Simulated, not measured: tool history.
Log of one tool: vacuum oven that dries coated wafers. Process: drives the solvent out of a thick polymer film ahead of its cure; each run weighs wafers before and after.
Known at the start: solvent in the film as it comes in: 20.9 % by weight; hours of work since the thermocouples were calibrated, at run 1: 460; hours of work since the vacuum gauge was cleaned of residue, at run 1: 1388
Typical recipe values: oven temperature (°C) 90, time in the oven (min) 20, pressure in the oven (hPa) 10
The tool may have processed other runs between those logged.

run   hour  oven temperature (°C)  time in the oven (min)  pressure in the oven (hPa)  hours of work since the thermocouples were calibrated  hours of work since the vacuum gauge was cleaned of residue  solvent left in the film (%)
  1      0                     90                      20                          10                                                    460                                                         1388                          4.36
  2   31.4                     90                      20                          10                                                    479                                                         1408                          4.43
  3   66.8                     90                      20                        11.4                                                    501                                                         1430                          4.42
  4   98.2                     90                      20                        11.4                                                    521                                                         1449                          4.35
  5  154.7                     90                      20                        11.4                                                    556                                                         1485                          4.45
  6  212.5                     90                      20                        11.4                                                    592                                                         1521                          4.44
  7  262.4                     90                      20                        11.4                                                    623                                                         1552                          4.55
  8  289.1                     90                      20                           7                                                    640                                                         1569                          4.41
  9  345.5                     90                      20                        19.5                                                    675                                                         1604                          4.68
 10  388.3                     90                      15                        15.1                                                    702                                                         1630                          6.27
 11  423.3                     90                      17                        36.9                                                    724                                                         1652                          6.06
     435.3  -- oven's thermocouples calibrated
 12  458.2                     90                      17                        36.9                                                     14                                                         1673                          5.55
 13  513.8                     90                      17                        36.9                                                     49                                                         1707                          5.66
 14    555                     75                      20                           8                                                     75                                                         1733                          9.46
 15    585                     75                      22                           8                                                     93                                                         1752                          8.95
 16    629                     75                      22                           8                                                    121                                                         1779                          9.18
 17  658.5                     86                      12                           8                                                    139                                                         1798                          8.68
 18  703.8                     90                      13                        11.9                                                    168                                                         1826                          6.81

5 ways to go on from here, each from the tool as it stands after run 18. What would each give?
  A  754.4                     90                      13                          30                                                    199                                                         1858                             ?
  B  754.4                     91                      10                        36.4                                                    199                                                         1858                             ?
  C  754.4                     90                      13                         5.1                                                    199                                                         1858                             ?
  D  754.4                     80                      13                        39.1                                                    199                                                         1858                             ?
  E  754.4                     89                      11                        11.9                                                    199                                                         1858                             ?

run  solvent left in the film (%)
  A                           7.1
  B                          8.41
  C                          6.66
  D                         10.81
  E                          8.19
With the hidden condition removed and each run's random variation left untouched, the same runs would have given:
run  solvent left in the film (%)
  A                          6.74
  B                          8.08
  C                           6.3
  D                         10.45
  E                          7.84
